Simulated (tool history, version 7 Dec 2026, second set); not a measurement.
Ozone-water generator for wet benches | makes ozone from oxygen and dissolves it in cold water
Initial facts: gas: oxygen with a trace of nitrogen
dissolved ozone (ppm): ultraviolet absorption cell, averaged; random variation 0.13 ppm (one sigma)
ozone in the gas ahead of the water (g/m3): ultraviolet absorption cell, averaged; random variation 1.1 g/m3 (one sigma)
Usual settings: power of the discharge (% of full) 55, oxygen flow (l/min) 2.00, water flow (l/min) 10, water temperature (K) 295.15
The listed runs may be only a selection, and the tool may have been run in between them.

| run | hour | power of the discharge (% of full) | oxygen flow (l/min) | water flow (l/min) | water temperature (K) | dissolved ozone (ppm) | ozone in the gas ahead of the water (g/m3) |
|---|---|---|---|---|---|---|---|
| 1 | 0.0 | 55 | 2.00 | 10 | 295.15 | 14.0 | 204.5 |
| 2 | 19.6 | 55 | 2.00 | 10 | 295.15 | 14.1 | 205.3 |
| 3 | 54.4 | 55 | 2.14 | 10 | 295.15 | 14.3 | 197.8 |
| 4 | 91.0 | 55 | 2.14 | 10 | 288.15 | 15.7 | 200.1 |
| 5 | 126.0 | 55 | 2.14 | 10 | 288.15 | 15.7 | 197.9 |
| 6 | 165.0 | 81 | 2.00 | 10 | 295.15 | 17.6 | 258.6 |
| 7 | 192.4 | 81 | 2.00 | 10 | 295.15 | 17.9 | 260.4 |
| 8 | 209.2 | 81 | 2.00 | 10 | 295.15 | 17.6 | 261.6 |
| 9 | 240.3 | 55 | 2.00 | 10 | 295.15 | 14.2 | 207.7 |
| 10 | 272.1 | 55 | 1.41 | 10 | 295.15 | 13.5 | 247.0 |
| 11 | 297.7 | 55 | 1.41 | 10 | 295.15 | 13.6 | 246.6 |
| 12 | 330.8 | 55 | 1.41 | 10 | 295.15 | 13.5 | 246.8 |
| 13 | 354.0 | 55 | 2.00 | 10 | 290.15 | 15.0 | 210.1 |
| 14 | 378.8 | 80 | 1.23 | 10 | 296.15 | 16.1 | 327.9 |
| 15 | 402.5 | 80 | 1.23 | 10 | 296.15 | 16.1 | 326.6 |
| 16 | 439.8 | 55 | 2.00 | 7 | 298.15 | 19.4 | 209.9 |
| 17 | 461.7 | 67 | 1.13 | 10 | 295.15 | 14.5 | 309.6 |
| 18 | 490.2 | 67 | 1.13 | 10 | 295.15 | 14.3 | 306.6 |
| 19 | 523.1 | 55 | 2.09 | 12 | 295.15 | 11.7 | 203.5 |
| 20 | 562.8 | 57 | 1.08 | 14 | 303.15 | 7.8 | 291.4 |
| 21 | 587.4 | 57 | 1.08 | 14 | 303.15 | 7.9 | 281.3 |
| 22 | 621.3 | 57 | 1.08 | 14 | 303.15 | 8.0 | 282.0 |
| 23 | 654.9 | 56 | 1.49 | 10 | 295.15 | 13.7 | 238.3 |

The log once held 2 entries between its listed runs, left out of this copy. Where does each go, and what is different about the tool's unlogged condition between the listed run before it and the listed run after it?
Runs 19 to 20: contactor cleaned (hour 556.3)
  contactor's efficiency, % of a clean one's: 99.9 -> 100; drift of the gauge itself on gas_g_m3, %: 2.58 -> 2.76
  measured value less the no-hidden-state value, ozone in the gas ahead of the water (g/m3): +5.1 -> +7.8
Runs 20 to 21: gauge calibrated (hour 583.5)
  drift of the gauge itself on gas_g_m3, %: 2.76 -> 0.02
  measured value less the no-hidden-state value, ozone in the gas ahead of the water (g/m3): +7.8 -> +0.0

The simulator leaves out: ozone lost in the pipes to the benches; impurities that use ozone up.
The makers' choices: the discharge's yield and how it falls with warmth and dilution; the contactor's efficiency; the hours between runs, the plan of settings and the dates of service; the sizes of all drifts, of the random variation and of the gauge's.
